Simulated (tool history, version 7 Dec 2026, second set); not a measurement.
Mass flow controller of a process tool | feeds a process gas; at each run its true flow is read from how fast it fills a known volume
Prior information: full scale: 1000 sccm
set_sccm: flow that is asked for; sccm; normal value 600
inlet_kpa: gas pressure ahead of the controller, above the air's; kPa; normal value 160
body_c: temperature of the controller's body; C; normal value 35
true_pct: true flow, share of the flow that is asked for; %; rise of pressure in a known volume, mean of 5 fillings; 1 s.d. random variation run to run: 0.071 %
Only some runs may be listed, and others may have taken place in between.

run 1 hour=0.0 | set_sccm=600 inlet_kpa=160 body_c=35 | true_pct=100.64
run 2 hour=137.9 | set_sccm=600 inlet_kpa=160 body_c=35 | true_pct=100.70
run 3 hour=228.2 | set_sccm=600 inlet_kpa=239 body_c=35 | true_pct=100.22
run 4 hour=385.6 | set_sccm=600 inlet_kpa=239 body_c=35 | true_pct=100.05
run 5 hour=496.4 | set_sccm=600 inlet_kpa=239 body_c=35 | true_pct=100.18
run 6 hour=623.9 | set_sccm=600 inlet_kpa=257 body_c=35 | true_pct=100.16
run 7 hour=721.6 | set_sccm=600 inlet_kpa=257 body_c=25 | true_pct=99.05
run 8 hour=836.4 | set_sccm=600 inlet_kpa=257 body_c=25 | true_pct=99.11
run 9 hour=988.3 | set_sccm=600 inlet_kpa=257 body_c=25 | true_pct=99.09
run 10 hour=1134.9 | set_sccm=600 inlet_kpa=257 body_c=25 | true_pct=99.00
run 11 hour=1208.2 | set_sccm=447 inlet_kpa=257 body_c=25 | true_pct=98.73
run 12 hour=1367.6 | set_sccm=447 inlet_kpa=257 body_c=25 | true_pct=98.67
run 13 hour=1451.1 | set_sccm=447 inlet_kpa=257 body_c=25 | true_pct=98.72
run 14 hour=1525.5 | set_sccm=447 inlet_kpa=257 body_c=25 | true_pct=98.82
run 15 hour=1638.0 | set_sccm=447 inlet_kpa=257 body_c=25 | true_pct=98.85
run 16 hour=1709.7 | set_sccm=447 inlet_kpa=257 body_c=25 | true_pct=98.86
run 17 hour=1851.8 | set_sccm=447 inlet_kpa=257 body_c=25 | true_pct=98.84
run 18 hour=1993.7 | set_sccm=447 inlet_kpa=161 body_c=25 | true_pct=99.70
run 19 hour=2114.1 | set_sccm=600 inlet_kpa=173 body_c=35 | true_pct=101.01
run 20 hour=2250.5 | set_sccm=600 inlet_kpa=160 body_c=35 | true_pct=101.10
run 21 hour=2320.4 | set_sccm=600 inlet_kpa=177 body_c=35 | true_pct=101.12
run 22 hour=2407.3 | set_sccm=600 inlet_kpa=267 body_c=35 | true_pct=100.47
run 23 hour=2483.2 | set_sccm=600 inlet_kpa=267 body_c=35 | true_pct=100.56
run 24 hour=2574.0 | set_sccm=132 inlet_kpa=160 body_c=26 | true_pct=98.07
run 25 hour=2688.8 | set_sccm=132 inlet_kpa=160 body_c=26 | true_pct=98.05
run 26 hour=2801.8 | set_sccm=329 inlet_kpa=208 body_c=32 | true_pct=99.77
run 27 hour=2915.0 | set_sccm=329 inlet_kpa=208 body_c=32 | true_pct=99.70
run 28 hour=2995.3 | set_sccm=329 inlet_kpa=208 body_c=32 | true_pct=99.69
run 29 hour=3147.8 | set_sccm=134 inlet_kpa=174 body_c=38 | true_pct=99.32
run 30 hour=3309.2 | set_sccm=134 inlet_kpa=174 body_c=38 | true_pct=99.39
run 31 hour=3453.8 | set_sccm=134 inlet_kpa=174 body_c=38 | true_pct=99.31
run 32 hour=3522.8 | set_sccm=134 inlet_kpa=174 body_c=38 | true_pct=99.37
run 33 hour=3691.7 | set_sccm=134 inlet_kpa=174 body_c=38 | true_pct=99.36
run 34 hour=3826.2 | set_sccm=134 inlet_kpa=174 body_c=38 | true_pct=99.36
run 35 hour=3932.5 | set_sccm=109 inlet_kpa=193 body_c=30 | true_pct=97.83
run 36 hour=4015.0 | set_sccm=367 inlet_kpa=202 body_c=34 | true_pct=100.42
run 37 hour=4167.8 | set_sccm=367 inlet_kpa=202 body_c=34 | true_pct=100.42
run 38 hour=4245.3 | set_sccm=367 inlet_kpa=202 body_c=34 | true_pct=100.40
run 39 hour=4334.3 | set_sccm=367 inlet_kpa=202 body_c=34 | true_pct=100.45
run 40 hour=4451.5 | set_sccm=246 inlet_kpa=202 body_c=25 | true_pct=98.87
run 41 hour=4531.3 | set_sccm=246 inlet_kpa=202 body_c=25 | true_pct=98.90
run 42 hour=4614.2 | set_sccm=246 inlet_kpa=202 body_c=26 | true_pct=99.00
run 43 hour=4740.3 | set_sccm=600 inlet_kpa=145 body_c=35 | true_pct=101.82
run 44 hour=4911.1 | set_sccm=431 inlet_kpa=192 body_c=23 | true_pct=99.61
run 45 hour=5014.9 | set_sccm=404 inlet_kpa=179 body_c=23 | true_pct=99.67
run 46 hour=5143.5 | set_sccm=968 inlet_kpa=179 body_c=32 | true_pct=102.36

Pick out some run-to-run changes in true_pct. Of each, how much would a tool without hidden state show as well, from the settings, what came in and chance, and how much is left for the hidden state and any gauge scatter not in both results compared?
The tool's hidden condition here consists of: flow at rest that the sensor doesn't see, % of full scale; true flow over the shown one, %; drift of the gauge itself on true_pct, %.
Run 23 -> 24: set_sccm 600 -> 132, inlet_kpa 267 -> 160, body_c 35 -> 26. true_pct -2.49 %: hidden state -1.01, all else -1.48.
Run 25 -> 26: set_sccm 132 -> 329, inlet_kpa 160 -> 208, body_c 26 -> 32. true_pct +1.72 %: hidden state +0.84, all else +0.88.
Run 35 -> 36: set_sccm 109 -> 367, inlet_kpa 193 -> 202, body_c 30 -> 34. true_pct +2.59 %: hidden state +1.49, all else +1.10.
Run 42 -> 43: set_sccm 246 -> 600, inlet_kpa 202 -> 145, body_c 26 -> 35. true_pct +2.82 %: hidden state +0.65, all else +2.17.
Run 45 -> 46: set_sccm 404 -> 968, body_c 23 -> 32. true_pct +2.69 %: hidden state +0.44, all else +2.25.
